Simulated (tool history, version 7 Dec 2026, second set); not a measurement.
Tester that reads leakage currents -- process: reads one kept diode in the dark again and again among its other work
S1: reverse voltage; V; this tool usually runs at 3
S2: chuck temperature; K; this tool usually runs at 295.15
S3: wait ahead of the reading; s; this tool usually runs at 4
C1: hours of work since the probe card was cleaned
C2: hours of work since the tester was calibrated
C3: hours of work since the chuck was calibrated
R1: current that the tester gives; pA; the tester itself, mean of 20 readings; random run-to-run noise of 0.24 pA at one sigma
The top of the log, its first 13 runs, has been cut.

run    hour     S1      S2    S3    C1    C2    C3       R1
 14   613.4      3  326.15     4  1644  1273  1273  1053.98
 15   665.8      3  326.15     4  1673  1301  1301  1050.74
 16   722.1   2.72  326.15     4  1704  1332  1332  1002.81
 17   751.6   2.72  326.15     4  1720  1348  1348  1007.78
 18   780.4   2.72  326.15     4  1736  1364  1364  1008.52
      812.9  -- chuck's temperature calibrated
 19   837.1      3  295.15  2.68  1766  1394    13     80.7
 20   875.6      3  295.15  2.68  1787  1415    34    80.46
 21   907.6      3  295.15  2.68  1805  1433    52    80.85
 22   970.2      3  295.15  8.48  1839  1467    86     80.6
 23  1006.4  11.28  319.15     4  1859  1487   106  1178.69
 24    1035   1.11  319.15     4  1875  1503   122   344.22
 25  1088.3   1.11  319.15     4  1904  1532   151   343.95
 26  1141.7   1.11  319.15     4  1933  1561   180   344.15
 27  1197.6   1.11  319.15     4  1964  1592   211   343.96
 28  1225.1      3  314.15  1.24  1979  1607   226   396.57
 29  1260.4    2.5  331.15  1.26  1998  1626   245  1290.57
 30  1306.8   4.68  294.15  7.23  2023  1652   271    94.95
 31  1360.1   1.32  300.15  0.45  2053  1681   300    82.17
 32  1419.4      3  329.15  1.61  2085  1713   332  1246.89
 33  1476.8   3.55  295.15  1.61  2117  1745   364    91.12
 34  1539.9   3.55  295.15  1.61  2151  1779   398    90.86

Below are 4 alternative next runs, each starting from the tool's condition after run 34. Predict each:
  A  1596.8  5.29  318.15  1.16  2182  1811  430   ?
  B  1596.8     3  314.15     4  2182  1811  430   ?
  C  1596.8  3.55  295.15  2.32  2182  1811  430   ?
  D  1596.8     3  299.15     4  2182  1811  430   ?

run      R1
  A  742.12
  B   401.5
  C   91.43
  D  117.09
Without the tool's hidden state the same runs would have given:
run      R1
  A  716.82
  B  387.51
  C   86.31
  D  111.51
